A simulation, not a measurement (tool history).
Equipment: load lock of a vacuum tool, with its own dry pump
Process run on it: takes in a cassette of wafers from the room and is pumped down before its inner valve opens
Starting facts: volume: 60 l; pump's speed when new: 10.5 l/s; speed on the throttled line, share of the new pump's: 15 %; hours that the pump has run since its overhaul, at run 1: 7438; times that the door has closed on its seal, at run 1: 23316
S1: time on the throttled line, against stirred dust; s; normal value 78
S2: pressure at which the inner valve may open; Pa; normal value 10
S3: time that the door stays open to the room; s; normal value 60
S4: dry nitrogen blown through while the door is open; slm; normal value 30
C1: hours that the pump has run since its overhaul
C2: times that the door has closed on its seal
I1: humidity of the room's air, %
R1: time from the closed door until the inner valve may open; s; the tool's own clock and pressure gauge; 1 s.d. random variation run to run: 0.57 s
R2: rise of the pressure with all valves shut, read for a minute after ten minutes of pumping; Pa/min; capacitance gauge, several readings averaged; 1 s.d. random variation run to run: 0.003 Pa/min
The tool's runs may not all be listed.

Run 1, hour 0: usual settings; C1 7438; C2 23316; I1 46.8. Result: R1 122.7 s, R2 0.047 Pa/min.
Run 2, hour 536.9: usual settings; C1 7975; C2 24483; I1 47.8. Result: R1 122.6 s, R2 0.039 Pa/min.
Run 3, hour 1070.7: usual settings; C1 8508; C2 25644; I1 46.9. Result: R1 123.1 s, R2 0.041 Pa/min.
Run 4, hour 1432.7: usual settings; C1 8871; C2 26432; I1 44.2. Result: R1 123.8 s, R2 0.052 Pa/min.
Run 5, hour 1900.7: usual settings; C1 9339; C2 27449; I1 47. Result: R1 123.3 s, R2 0.05 Pa/min.
Run 6, hour 2373.2: usual settings but S3 37 s; C1 9811; C2 28477; I1 44.9. Result: R1 124.4 s, R2 0.047 Pa/min.
Run 7, hour 2702.8: usual settings but S3 37 s; C1 10141; C2 29193; I1 42.3. Result: R1 124 s, R2 0.042 Pa/min.
Run 8, hour 3263.2: usual settings but S3 37 s; C1 10701; C2 30412; I1 46.6. Result: R1 125.1 s, R2 0.049 Pa/min.
Run 9, hour 3541.6: usual settings but S3 37 s; C1 10979; C2 31017; I1 51. Result: R1 124.9 s, R2 0.045 Pa/min.
Run 10, hour 3940.4: usual settings but S1 54 s, S3 37 s; C1 11378; C2 31885; I1 43.5. Result: R1 105.3 s, R2 0.047 Pa/min.
Run 11, hour 4421.1: usual settings but S1 131 s; C1 11859; C2 32930; I1 43.7. Result: R1 169.5 s, R2 0.06 Pa/min.
Run 12, hour 4811.9: usual settings but S1 113 s; C1 12250; C2 33780; I1 44.4. Result: R1 154.3 s, R2 0.064 Pa/min.
Run 13, hour 5171.3: usual settings but S1 113 s; C1 12609; C2 34561; I1 42.3. Result: R1 155.2 s, R2 0.062 Pa/min.
Run 14, hour 5711.4: usual settings but S4 44 slm; C1 13149; C2 35736; I1 42.8. Result: R1 126.6 s, R2 0.062 Pa/min.
Run 15, hour 6031.8: usual settings but S4 44 slm; C1 13470; C2 36433; I1 39.8. Result: R1 126.1 s, R2 0.062 Pa/min.
Run 16, hour 6551: usual settings but S4 34 slm; C1 13989; C2 37562; I1 46.4. Result: R1 125.7 s, R2 0.065 Pa/min.
Run 17, hour 6980.8: usual settings but S4 34 slm; C1 14419; C2 38496; I1 45.3. Result: R1 126.6 s, R2 0.067 Pa/min.
At hour 7199.4: dry pump taken out, an overhauled one fitted.
Run 18, hour 7548.7: usual settings but S4 34 slm; C1 349; C2 39718; I1 46.3. Result: R1 119.7 s, R2 0.076 Pa/min.
Run 19, hour 8037.4: usual settings but S1 60 s, S3 34 s; C1 838; C2 40781; I1 42.1. Result: R1 104.9 s, R2 0.067 Pa/min.
Run 20, hour 8314.9: usual settings but S1 61 s, S2 14 Pa; C1 1116; C2 41385; I1 43.5. Result: R1 103 s, R2 0.07 Pa/min.
Run 21, hour 8662.5: usual settings but S1 61 s, S2 14 Pa; C1 1463; C2 42140; I1 41.8. Result: R1 103.4 s, R2 0.08 Pa/min.
Run 22, hour 8927.3: usual settings but S1 61 s, S2 14 Pa; C1 1728; C2 42716; I1 46.1. Result: R1 104.3 s, R2 0.08 Pa/min.
Run 23, hour 9383.3: usual settings but S1 61 s, S2 14 Pa; C1 2184; C2 43708; I1 49. Result: R1 103.9 s, R2 0.083 Pa/min.
Run 24, hour 9798.8: usual settings but S1 96 s, S2 9 Pa, S3 139 s, S4 5 slm; C1 2599; C2 44611; I1 39.3. Result: R1 138.5 s, R2 0.111 Pa/min.
Run 25, hour 10130.6: usual settings but S1 116 s, S2 12 Pa, S3 30 s, S4 10 slm; C1 2931; C2 45333; I1 50.7. Result: R1 150.6 s, R2 0.09 Pa/min.
Run 26, hour 10618.7: usual settings but S1 116 s, S2 12 Pa, S3 30 s, S4 10 slm; C1 3419; C2 46394; I1 44.8. Result: R1 151.7 s, R2 0.089 Pa/min.
Run 27, hour 11184.3: usual settings but S1 116 s, S2 12 Pa, S3 41 s, S4 21 slm; C1 3985; C2 47624; I1 45.6. Result: R1 152.3 s, R2 0.088 Pa/min.
Run 28, hour 11806: usual settings but S1 55 s; C1 4607; C2 48976; I1 45. Result: R1 103.8 s, R2 0.093 Pa/min.
Run 29, hour 12391.9: usual settings but S1 67 s, S2 16 Pa, S3 85 s; C1 5193; C2 50250; I1 44.5. Result: R1 110.4 s, R2 0.097 Pa/min.

Branching from run 29: 4 alternative next runs. What would each branch give?
Run A, hour 12845: usual settings but S1 67 s, S2 16 Pa, S3 86 s, S4 15 slm; C1 5646; C2 51236; I1 42.5. Result: R1 ?, R2 ?.
Run B, hour 12845: usual settings but S1 92 s, S3 199 s; C1 5646; C2 51236; I1 42.5. Result: R1 ?, R2 ?.
Run C, hour 12845: usual settings but S1 67 s, S2 7 Pa, S3 85 s; C1 5646; C2 51236; I1 47.4. Result: R1 ?, R2 ?.
Run D, hour 12845: usual settings but S1 61 s, S2 16 Pa, S3 85 s; C1 5646; C2 51236; I1 43.5. Result: R1 ?, R2 ?.

run     R1     R2
  A    110  0.108
  B  133.7  0.118
  C  116.1    0.1
  D  105.7  0.103
Had the tool no hidden state, the same runs would have come out as:
run     R1     R2
  A  106.7  0.023
  B  130.6  0.033
  C  112.4  0.016
  D  102.4  0.017
